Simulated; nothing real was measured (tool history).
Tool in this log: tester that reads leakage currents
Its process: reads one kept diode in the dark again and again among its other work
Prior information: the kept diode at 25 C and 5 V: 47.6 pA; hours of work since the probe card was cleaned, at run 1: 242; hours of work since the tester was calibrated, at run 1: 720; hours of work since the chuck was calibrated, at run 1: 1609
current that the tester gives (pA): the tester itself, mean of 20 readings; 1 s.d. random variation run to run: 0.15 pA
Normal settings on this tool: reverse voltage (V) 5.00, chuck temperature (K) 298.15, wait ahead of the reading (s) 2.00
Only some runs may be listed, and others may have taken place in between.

| run | hour | reverse voltage (V) | chuck temperature (K) | wait ahead of the reading (s) | hours of work since the probe card was cleaned | hours of work since the tester was calibrated | hours of work since the chuck was calibrated | current that the tester gives (pA) |
|---|---|---|---|---|---|---|---|---|
| 1 | 0.0 | 5.00 | 298.15 | 2.00 | 242 | 720 | 1609 | 52.45 |
| 2 | 56.7 | 5.00 | 298.15 | 2.00 | 287 | 765 | 1654 | 52.46 |
| 3 | 132.0 | 5.00 | 298.15 | 2.00 | 346 | 824 | 1713 | 52.59 |
| 4 | 177.6 | 5.00 | 298.15 | 2.00 | 382 | 861 | 1750 | 52.69 |
| 5 | 224.1 | 5.00 | 298.15 | 7.87 | 419 | 897 | 1786 | 53.05 |
| 6 | 307.9 | 4.59 | 298.15 | 2.00 | 486 | 964 | 1853 | 51.69 |
|  | 387.8 | chuck's temperature calibrated |
| 7 | 393.1 | 5.00 | 298.15 | 2.00 | 551 | 1030 | 4 | 48.49 |
| 8 | 455.9 | 5.00 | 298.15 | 2.00 | 601 | 1079 | 54 | 48.65 |
| 9 | 511.6 | 5.00 | 298.15 | 0.34 | 645 | 1123 | 98 | 50.09 |
| 10 | 561.3 | 5.00 | 298.15 | 0.34 | 685 | 1163 | 137 | 50.34 |
| 11 | 600.2 | 5.00 | 298.15 | 0.34 | 715 | 1194 | 168 | 50.11 |
| 12 | 672.0 | 5.00 | 298.15 | 0.34 | 772 | 1251 | 225 | 50.41 |
| 13 | 736.3 | 5.00 | 298.15 | 0.34 | 823 | 1301 | 276 | 50.57 |
| 14 | 784.2 | 5.00 | 298.15 | 0.44 | 861 | 1339 | 314 | 50.24 |
| 15 | 865.1 | 5.00 | 298.15 | 3.32 | 925 | 1403 | 378 | 49.90 |
| 16 | 926.8 | 5.00 | 298.15 | 3.32 | 974 | 1452 | 427 | 49.86 |
|  | 935.6 | probe card cleaned and baked |
| 17 | 976.5 | 5.00 | 331.15 | 2.00 | 32 | 1489 | 464 | 453.74 |
| 18 | 1051.7 | 5.00 | 300.15 | 0.51 | 92 | 1549 | 523 | 58.90 |
| 19 | 1119.6 | 3.09 | 298.15 | 0.36 | 146 | 1603 | 577 | 43.21 |
| 20 | 1168.6 | 3.09 | 298.15 | 0.36 | 185 | 1641 | 616 | 43.29 |
| 21 | 1219.7 | 3.09 | 298.15 | 0.42 | 225 | 1682 | 656 | 43.29 |
| 22 | 1284.7 | 6.33 | 302.15 | 0.90 | 276 | 1733 | 708 | 74.13 |
| 23 | 1358.2 | 6.33 | 302.15 | 0.90 | 335 | 1792 | 766 | 74.84 |
| 24 | 1414.6 | 7.37 | 298.15 | 2.00 | 379 | 1836 | 811 | 59.56 |
|  | 1425.6 | probe card cleaned and baked, once more |
| 25 | 1465.4 | 3.38 | 316.15 | 1.75 | 32 | 1874 | 849 | 155.79 |
| 26 | 1518.4 | 3.38 | 316.15 | 1.75 | 74 | 1916 | 891 | 155.59 |
| 27 | 1556.4 | 1.60 | 312.15 | 0.33 | 104 | 1946 | 921 | 91.91 |

4 options for the next run, each taken on its own from the tool as it stands now. Forecast them:
| A | 1646.0 | 5.00 | 298.15 | 0.96 | 175 | 2017 | 992 | ? |
| B | 1646.0 | 1.60 | 326.15 | 4.88 | 175 | 2017 | 992 | ? |
| C | 1646.0 | 1.60 | 312.15 | 0.63 | 175 | 2017 | 992 | ? |
| D | 1646.0 | 4.28 | 298.15 | 2.00 | 175 | 2017 | 992 | ? |

| run | current that the tester gives (pA) |
|---|---|
| A | 50.87 |
| B | 229.15 |
| C | 92.00 |
| D | 47.51 |
Without the tool's hidden state the same runs would have given:
| run | current that the tester gives (pA) |
|---|---|
| A | 48.17 |
| B | 219.23 |
| C | 87.69 |
| D | 44.99 |

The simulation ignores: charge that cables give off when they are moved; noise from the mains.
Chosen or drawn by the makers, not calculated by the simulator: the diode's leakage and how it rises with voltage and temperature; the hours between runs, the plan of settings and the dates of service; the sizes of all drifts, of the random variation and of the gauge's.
